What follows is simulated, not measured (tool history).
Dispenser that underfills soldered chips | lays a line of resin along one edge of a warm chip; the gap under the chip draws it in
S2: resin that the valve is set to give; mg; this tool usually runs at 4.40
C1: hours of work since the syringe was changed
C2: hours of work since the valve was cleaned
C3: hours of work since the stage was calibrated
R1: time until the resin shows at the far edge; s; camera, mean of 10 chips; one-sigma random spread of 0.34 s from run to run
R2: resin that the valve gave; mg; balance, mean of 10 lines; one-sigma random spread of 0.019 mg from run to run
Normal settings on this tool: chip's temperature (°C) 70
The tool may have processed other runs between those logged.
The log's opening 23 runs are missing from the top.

{"hour": 253.2, "done": "new syringe of resin"}
{"run": 24, "hour": 254.5, "chip's temperature (°C)": 69, "S2": 4.4, "C1": 1, "C2": 118, "C3": 177, "R1": 19.3, "R2": 4.24}
{"run": 25, "hour": 260.9, "chip's temperature (°C)": 70, "S2": 4.09, "C1": 5, "C2": 122, "C3": 181, "R1": 24.7, "R2": 3.91}
{"hour": 268.0, "done": "new syringe of resin"}
{"run": 26, "hour": 274.8, "chip's temperature (°C)": 82, "S2": 4.51, "C1": 4, "C2": 131, "C3": 190, "R1": 13.0, "R2": 4.33}
{"run": 27, "hour": 281.4, "chip's temperature (°C)": 82, "S2": 4.51, "C1": 8, "C2": 135, "C3": 194, "R1": 17.3, "R2": 4.33}
{"hour": 282.3, "done": "new syringe of resin"}
{"run": 28, "hour": 291.9, "chip's temperature (°C)": 70, "S2": 4.04, "C1": 6, "C2": 141, "C3": 200, "R1": 26.0, "R2": 3.87}
{"hour": 297.5, "done": "new syringe of resin"}
{"run": 29, "hour": 302.0, "chip's temperature (°C)": 75, "S2": 4.03, "C1": 3, "C2": 147, "C3": 207, "R1": 17.5, "R2": 3.83}
{"hour": 307.7, "done": "dispensing valve cleaned and set on the balance"}
{"run": 30, "hour": 311.6, "chip's temperature (°C)": 79, "S2": 4.42, "C1": 8, "C2": 2, "C3": 212, "R1": 20.2, "R2": 4.45}
{"hour": 313.3, "done": "new syringe of resin"}
{"run": 31, "hour": 322.0, "chip's temperature (°C)": 79, "S2": 4.42, "C1": 5, "C2": 9, "C3": 218, "R1": 16.3, "R2": 4.4}
{"hour": 327.8, "done": "new syringe of resin"}
{"run": 32, "hour": 330.3, "chip's temperature (°C)": 57, "S2": 4.4, "C1": 2, "C2": 14, "C3": 223, "R1": 36.8, "R2": 4.41}
{"hour": 342.4, "done": "new syringe of resin"}
{"run": 33, "hour": 343.9, "chip's temperature (°C)": 69, "S2": 4.21, "C1": 1, "C2": 22, "C3": 232, "R1": 19.8, "R2": 4.2}
{"hour": 357.5, "done": "new syringe of resin"}
{"run": 34, "hour": 357.6, "chip's temperature (°C)": 73, "S2": 4.18, "C1": 0, "C2": 30, "C3": 240, "R1": 15.2, "R2": 4.14}
{"run": 35, "hour": 370.5, "chip's temperature (°C)": 59, "S2": 5.15, "C1": 8, "C2": 39, "C3": 248, "R1": 48.0, "R2": 5.09}
{"hour": 371.8, "done": "new syringe of resin"}
{"run": 36, "hour": 384.1, "chip's temperature (°C)": 59, "S2": 5.15, "C1": 8, "C2": 47, "C3": 256, "R1": 47.6, "R2": 5.09}

Here are 3 independent what-if runs from the current tool condition. What would each one return?
{"hour": 386.3, "done": "new syringe of resin"}
{"run": "A", "hour": 393.2, "chip's temperature (°C)": 79, "S2": 4.49, "C1": 4, "C2": 52, "C3": 262, "R1": "?", "R2": "?"}
{"hour": 386.3, "done": "new syringe of resin"}
{"run": "B", "hour": 393.2, "chip's temperature (°C)": 68, "S2": 5.15, "C1": 4, "C2": 52, "C3": 262, "R1": "?", "R2": "?"}
{"hour": 386.3, "done": "new syringe of resin"}
{"run": "C", "hour": 393.2, "chip's temperature (°C)": 75, "S2": 5.58, "C1": 4, "C2": 52, "C3": 262, "R1": "?", "R2": "?"}

run=A R1=14.9 R2=4.40
run=B R1=25.1 R2=5.03
run=C R1=17.0 R2=5.47
With no hidden state in the tool, these same runs would have given:
run=A R1=11.0 R2=4.47
run=B R1=18.4 R2=5.12
run=C R1=12.3 R2=5.57
